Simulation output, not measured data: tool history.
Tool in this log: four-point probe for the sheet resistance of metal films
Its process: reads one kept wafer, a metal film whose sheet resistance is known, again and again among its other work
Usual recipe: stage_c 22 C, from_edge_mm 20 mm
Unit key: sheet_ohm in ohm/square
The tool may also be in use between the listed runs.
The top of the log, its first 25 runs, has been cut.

run    hour  stage_c  from_edge_mm  sheet_ohm
 26  1511.1       26            54   0.950469
 27  1570.8       33            20   0.944520
 28  1637.2       29            51   0.947243
 29  1682.8       34             6   0.956761
 30  1728.7       27             3   1.002452
 31  1793.1       34             7   0.953004
 32  1872.1       26             9   0.956241
 33  1925.0       18             4   0.989193
 34  1965.6       19            12   0.960763
 35  2052.3       19            11   0.961030
 36  2118.8       19            22   0.957792
 37  2196.7       19            22   0.958189
 38  2244.8       19            22   0.957931
 39  2312.0       25             3   1.004493
 40  2401.4       20            47   0.956256

What if the next run were any one of these 3? Each begins from the tool's condition after run 40:
  A  2469.7       25            12          ?
  B  2469.7       20             8          ?
  C  2469.7       33             4          ?

run  sheet_ohm
  A   0.954349
  B   0.963727
  C   0.974166
Take away the tool's hidden state, keep each run's random variation, and the runs would have read:
run  sheet_ohm
  A   0.954413
  B   0.963791
  C   0.974231
